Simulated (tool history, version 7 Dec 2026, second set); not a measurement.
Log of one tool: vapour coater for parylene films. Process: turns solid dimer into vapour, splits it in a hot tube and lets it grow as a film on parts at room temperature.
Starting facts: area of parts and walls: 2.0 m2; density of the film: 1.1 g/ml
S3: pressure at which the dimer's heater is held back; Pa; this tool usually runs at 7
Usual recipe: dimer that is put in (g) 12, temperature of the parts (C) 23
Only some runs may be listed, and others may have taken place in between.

run 1 hour=0 | dimer_that_is_put_in_(g)=12 temperature_of_the_parts_(C)=23 S3=7 | thickness_of_the_film_(µm)=2.38
-- hour=16.6 trap's valve overhauled
run 2 hour=23.3 | dimer_that_is_put_in_(g)=12 temperature_of_the_parts_(C)=23 S3=7 | thickness_of_the_film_(µm)=2.65
run 3 hour=41.3 | dimer_that_is_put_in_(g)=12 temperature_of_the_parts_(C)=23 S3=7 | thickness_of_the_film_(µm)=2.63
run 4 hour=58 | dimer_that_is_put_in_(g)=16 temperature_of_the_parts_(C)=23 S3=7 | thickness_of_the_film_(µm)=3.48
run 5 hour=79.8 | dimer_that_is_put_in_(g)=12 temperature_of_the_parts_(C)=31 S3=7 | thickness_of_the_film_(µm)=1.89
run 6 hour=96.8 | dimer_that_is_put_in_(g)=5 temperature_of_the_parts_(C)=23 S3=7 | thickness_of_the_film_(µm)=1.1
run 7 hour=118 | dimer_that_is_put_in_(g)=12 temperature_of_the_parts_(C)=23 S3=9.71 | thickness_of_the_film_(µm)=2.43
run 8 hour=134.1 | dimer_that_is_put_in_(g)=12 temperature_of_the_parts_(C)=24 S3=7 | thickness_of_the_film_(µm)=2.45
run 9 hour=148.3 | dimer_that_is_put_in_(g)=6 temperature_of_the_parts_(C)=32 S3=6.59 | thickness_of_the_film_(µm)=0.91
run 10 hour=163 | dimer_that_is_put_in_(g)=21 temperature_of_the_parts_(C)=16 S3=3.91 | thickness_of_the_film_(µm)=6.33
run 11 hour=178.2 | dimer_that_is_put_in_(g)=10 temperature_of_the_parts_(C)=27 S3=3.91 | thickness_of_the_film_(µm)=1.92
run 12 hour=197.4 | dimer_that_is_put_in_(g)=6 temperature_of_the_parts_(C)=21 S3=7.26 | thickness_of_the_film_(µm)=1.36
run 13 hour=217.2 | dimer_that_is_put_in_(g)=18 temperature_of_the_parts_(C)=21 S3=7.26 | thickness_of_the_film_(µm)=4.06
run 14 hour=238.6 | dimer_that_is_put_in_(g)=12 temperature_of_the_parts_(C)=22 S3=4 | thickness_of_the_film_(µm)=2.72

How would selected steps in thickness of the film (µm) from run to run divide? Give the signed amount a tool lacking its hidden state would still show from settings, what came in and random variation, and the signed amount left for the hidden state, including any gauge scatter that is not in both of the compared results.
The tool's hidden condition here consists of: vapour lost through the trap's worn valve, %; true temperature of the parts over the reading, C; drift of the gauge itself on film_um, %.
Run 1 -> 2: trap's valve overhauled. thickness of the film (µm) +0.27: hidden state +0.21, all else +0.06.
Run 9 -> 10: dimer that is put in (g) 6 -> 21, temperature of the parts (C) 32 -> 16, S3 6.59 -> 3.91. thickness of the film (µm) +5.42: hidden state -0.2, all else +5.62.
